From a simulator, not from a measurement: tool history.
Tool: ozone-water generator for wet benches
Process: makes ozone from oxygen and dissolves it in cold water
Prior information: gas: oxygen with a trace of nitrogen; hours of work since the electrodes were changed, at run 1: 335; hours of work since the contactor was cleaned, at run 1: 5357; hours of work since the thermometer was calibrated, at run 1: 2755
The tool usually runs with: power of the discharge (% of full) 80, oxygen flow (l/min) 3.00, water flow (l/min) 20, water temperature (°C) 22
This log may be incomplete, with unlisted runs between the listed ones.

run    hour  power of the discharge (% of full)  oxygen flow (l/min)  water flow (l/min)  water temperature (°C)  hours of work since the electrodes were changed  hours of work since the contactor was cleaned  hours of work since the thermometer was calibrated  dissolved ozone (ppm)  ozone in the gas ahead of the water (g/m3)
  1     0.0                                  80                 3.00                  20                      22                                              335                                           5357                                                2755                   14.0                                       191.0
  2    86.7                                  80                 3.00                  15                      22                                              397                                           5418                                                2817                   18.1                                       190.2
  3   202.0                                  80                 3.25                  15                      22                                              478                                           5500                                                2898                   17.9                                       184.4
      298.4  -- water thermometer calibrated
  4   313.1                                  80                 3.25                  15                      22                                              557                                           5578                                                  10                   18.0                                       181.8
  5   384.6                                  80                 2.20                  20                      22                                              607                                           5629                                                  61                   13.1                                       221.7
  6   533.8                                  80                 2.20                  20                      22                                              713                                           5734                                                 167                   13.4                                       222.3
  7   639.8                                  80                 1.54                  20                      22                                              788                                           5810                                                 242                   12.0                                       266.2
  8   745.5                                  80                 3.00                  20                      14                                              863                                           5884                                                 317                   15.3                                       189.0
  9   852.7                                  80                 3.00                  20                      16                                              939                                           5960                                                 393                   14.9                                       189.1
 10   940.6                                  80                 3.00                  20                      16                                             1001                                           6023                                                 455                   15.1                                       189.8
 11  1042.9                                  80                 3.00                  20                      16                                             1074                                           6095                                                 527                   15.0                                       191.9
 12  1134.6                                  80                 3.14                  20                      16                                             1138                                           6160                                                 592                   15.0                                       187.0
 13  1253.0                                  89                 3.71                  25                      24                                             1222                                           6244                                                 676                   12.3                                       182.1
 14  1406.7                                  89                 5.02                  31                      18                                             1331                                           6353                                                 785                   11.4                                       156.8
 15  1508.1                                  91                 3.00                  20                      22                                             1403                                           6424                                                 857                   15.5                                       206.1
 16  1578.6                                  91                 3.00                  23                      25                                             1453                                           6474                                                 907                   12.9                                       206.9
 17  1647.4                                  91                 3.00                  23                      25                                             1502                                           6523                                                 955                   13.2                                       206.1
 18  1789.7                                  80                 5.32                  14                      29                                             1602                                           6624                                                1056                   16.5                                       142.6
 19  1887.8                                  80                 5.32                  14                      29                                             1672                                           6693                                                1126                   16.6                                       141.7

Forecast run 20:
 20  1981.5                                  95                 4.39                  14                      29                                             1738                                           6760                                                1192                      ?                                           ?

{"run 20": {"dissolved ozone (ppm)": 18.6, "ozone in the gas ahead of the water (g/m3)": 173.7}}
With the hidden condition absent and the run-to-run variation left alone, this run would have shown dissolved ozone (ppm) 18.6, ozone in the gas ahead of the water (g/m3) 173.8.
